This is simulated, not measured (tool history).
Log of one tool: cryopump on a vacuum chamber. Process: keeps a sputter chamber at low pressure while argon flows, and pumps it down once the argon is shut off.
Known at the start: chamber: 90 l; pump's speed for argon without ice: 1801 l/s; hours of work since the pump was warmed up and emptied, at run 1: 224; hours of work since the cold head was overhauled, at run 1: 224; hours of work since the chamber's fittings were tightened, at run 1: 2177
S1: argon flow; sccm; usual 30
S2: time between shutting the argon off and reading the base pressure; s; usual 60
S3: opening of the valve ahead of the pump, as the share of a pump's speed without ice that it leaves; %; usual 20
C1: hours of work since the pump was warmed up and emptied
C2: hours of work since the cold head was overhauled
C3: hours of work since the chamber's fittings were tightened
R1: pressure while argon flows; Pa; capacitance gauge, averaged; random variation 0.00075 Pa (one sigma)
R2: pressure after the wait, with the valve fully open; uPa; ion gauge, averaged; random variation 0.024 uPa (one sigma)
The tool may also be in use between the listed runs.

run 1 day=0.000 | S1=30 S2=60 S3=20 | C1=224 C2=224 C3=2177 | R1=0.1416 R2=1.08
run 2 day=0.825 | S1=30 S2=45 S3=20 | C1=238 C2=238 C3=2191 | R1=0.1411 R2=1.37
run 3 day=1.492 | S1=30 S2=148 S3=20 | C1=249 C2=249 C3=2202 | R1=0.1417 R2=0.68
run 4 day=2.696 | S1=30 S2=60 S3=17 | C1=270 C2=270 C3=2222 | R1=0.1665 R2=1.09
run 5 day=3.767 | S1=30 S2=60 S3=17 | C1=288 C2=288 C3=2240 | R1=0.1670 R2=1.04
run 6 day=4.921 | S1=30 S2=60 S3=17 | C1=307 C2=307 C3=2260 | R1=0.1675 R2=1.08
run 7 day=5.750 | S1=30 S2=60 S3=17 | C1=321 C2=321 C3=2273 | R1=0.1675 R2=1.08
run 8 day=6.829 | S1=30 S2=60 S3=17 | C1=339 C2=339 C3=2291 | R1=0.1665 R2=1.16
run 9 day=7.488 | S1=30 S2=127 S3=20 | C1=350 C2=350 C3=2303 | R1=0.1439 R2=0.76
run 10 day=8.142 | S1=30 S2=127 S3=20 | C1=361 C2=361 C3=2313 | R1=0.1423 R2=0.77
run 11 day=8.804 | S1=30 S2=127 S3=20 | C1=372 C2=372 C3=2325 | R1=0.1410 R2=0.72
run 12 day=9.738 | S1=30 S2=127 S3=20 | C1=388 C2=388 C3=2340 | R1=0.1416 R2=0.72
run 13 day=11.042 | S1=30 S2=79 S3=20 | C1=409 C2=409 C3=2362 | R1=0.1425 R2=0.94
run 14 day=11.642 | S1=30 S2=79 S3=20 | C1=419 C2=419 C3=2372 | R1=0.1407 R2=0.96
run 15 day=12.442 | S1=25 S2=159 S3=20 | C1=433 C2=433 C3=2385 | R1=0.1180 R2=0.67
run 16 day=13.658 | S1=25 S2=159 S3=20 | C1=453 C2=453 C3=2406 | R1=0.1187 R2=0.67
run 17 day=14.346 | S1=25 S2=159 S3=20 | C1=465 C2=465 C3=2417 | R1=0.1194 R2=0.71
run 18 day=15.167 | S1=33 S2=83 S3=30 | C1=478 C2=478 C3=2431 | R1=0.1045 R2=0.94
run 19 day=16.362 | S1=33 S2=142 S3=33 | C1=498 C2=498 C3=2451 | R1=0.0958 R2=0.74
run 20 day=17.521 | S1=33 S2=142 S3=33 | C1=518 C2=518 C3=2471 | R1=0.0956 R2=0.74
run 21 day=18.267 | S1=30 S2=79 S3=24 | C1=530 C2=530 C3=2483 | R1=0.1201 R2=0.98
run 22 day=19.575 | S1=23 S2=60 S3=26 | C1=552 C2=552 C3=2505 | R1=0.0843 R2=1.16
run 23 day=20.525 | S1=14 S2=66 S3=41 | C1=568 C2=568 C3=2521 | R1=0.0336 R2=1.07
run 24 day=21.325 | S1=15 S2=159 S3=41 | C1=582 C2=582 C3=2534 | R1=0.0356 R2=0.70

Measured less the same run without the tool's hidden state. The same run-to-run variation is in both; the gauge's scatter may not be:
The hidden state here: pump's speed, % of a pump's without ice; cold plate's temperature, K; leak into the chamber, uPa l/s; drift of the gauge itself on working_pa, %; drift of the gauge itself on base_upa, %.
run=1 R1=+0.0008 R2=+0.23
run=2 R1=+0.0010 R2=+0.25
run=3 R1=+0.0010 R2=+0.25
run=4 R1=+0.0011 R2=+0.24
run=5 R1=+0.0012 R2=+0.24
run=6 R1=+0.0012 R2=+0.25
run=7 R1=+0.0013 R2=+0.25
run=8 R1=+0.0014 R2=+0.26
run=9 R1=+0.0014 R2=+0.25
run=10 R1=+0.0015 R2=+0.25
run=11 R1=+0.0015 R2=+0.25
run=12 R1=+0.0015 R2=+0.26
run=13 R1=+0.0017 R2=+0.26
run=14 R1=+0.0017 R2=+0.26
run=15 R1=+0.0015 R2=+0.27
run=16 R1=+0.0015 R2=+0.27
run=17 R1=+0.0016 R2=+0.28
run=18 R1=+0.0022 R2=+0.28
run=19 R1=+0.0024 R2=+0.28
run=20 R1=+0.0024 R2=+0.28
run=21 R1=+0.0022 R2=+0.28
run=22 R1=+0.0018 R2=+0.29
run=23 R1=+0.0012 R2=+0.30
run=24 R1=+0.0012 R2=+0.29
